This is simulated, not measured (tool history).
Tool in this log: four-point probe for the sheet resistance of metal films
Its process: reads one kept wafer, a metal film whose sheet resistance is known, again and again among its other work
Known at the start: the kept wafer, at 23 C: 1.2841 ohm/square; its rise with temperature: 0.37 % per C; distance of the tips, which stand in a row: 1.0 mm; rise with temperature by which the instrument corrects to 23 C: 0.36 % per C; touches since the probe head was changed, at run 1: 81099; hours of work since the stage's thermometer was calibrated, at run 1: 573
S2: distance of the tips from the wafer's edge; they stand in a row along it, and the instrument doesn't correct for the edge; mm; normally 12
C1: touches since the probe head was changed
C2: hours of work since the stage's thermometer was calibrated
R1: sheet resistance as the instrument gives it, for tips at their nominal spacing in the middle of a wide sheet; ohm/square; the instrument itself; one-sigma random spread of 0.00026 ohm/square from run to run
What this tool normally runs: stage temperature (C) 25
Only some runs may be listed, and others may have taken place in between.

run 1 day=0 | stage_temperature_(C)=25 S2=12 | C1=81099 C2=573 | R1=1.279005
run 2 day=3.067 | stage_temperature_(C)=25 S2=12 | C1=83110 C2=605 | R1=1.278559
run 3 day=6.417 | stage_temperature_(C)=25 S2=12 | C1=85306 C2=639 | R1=1.278286
run 4 day=9.725 | stage_temperature_(C)=25 S2=12 | C1=87473 C2=674 | R1=1.277562
run 5 day=11.55 | stage_temperature_(C)=25 S2=12 | C1=88670 C2=692 | R1=1.277412
run 6 day=13.433 | stage_temperature_(C)=25 S2=12 | C1=89904 C2=712 | R1=1.277503
run 7 day=16.558 | stage_temperature_(C)=24 S2=4 | C1=91953 C2=744 | R1=1.313279
run 8 day=19.075 | stage_temperature_(C)=25 S2=3 | C1=93603 C2=770 | R1=1.3429
run 9 day=21.025 | stage_temperature_(C)=28 S2=20 | C1=94882 C2=791 | R1=1.273212
run 10 day=22.671 | stage_temperature_(C)=21 S2=20 | C1=95962 C2=808 | R1=1.27295
run 11 day=24.704 | stage_temperature_(C)=26 S2=7 | C1=97294 C2=829 | R1=1.284745

Each run again, without the hidden state but with its own random variation kept:
Unlogged tool condition in this case: inner tips' distance over the nominal, %; tips' flats over new ones', %; wafer's true temperature over the reading, C; drift of the gauge itself on sheet_ohm, %.
run=1 R1=1.288931
run=2 R1=1.288925
run=3 R1=1.289145
run=4 R1=1.288871
run=5 R1=1.288965
run=6 R1=1.289323
run=7 R1=1.325837
run=8 R1=1.356096
run=9 R1=1.286054
run=10 R1=1.28605
run=11 R1=1.298229

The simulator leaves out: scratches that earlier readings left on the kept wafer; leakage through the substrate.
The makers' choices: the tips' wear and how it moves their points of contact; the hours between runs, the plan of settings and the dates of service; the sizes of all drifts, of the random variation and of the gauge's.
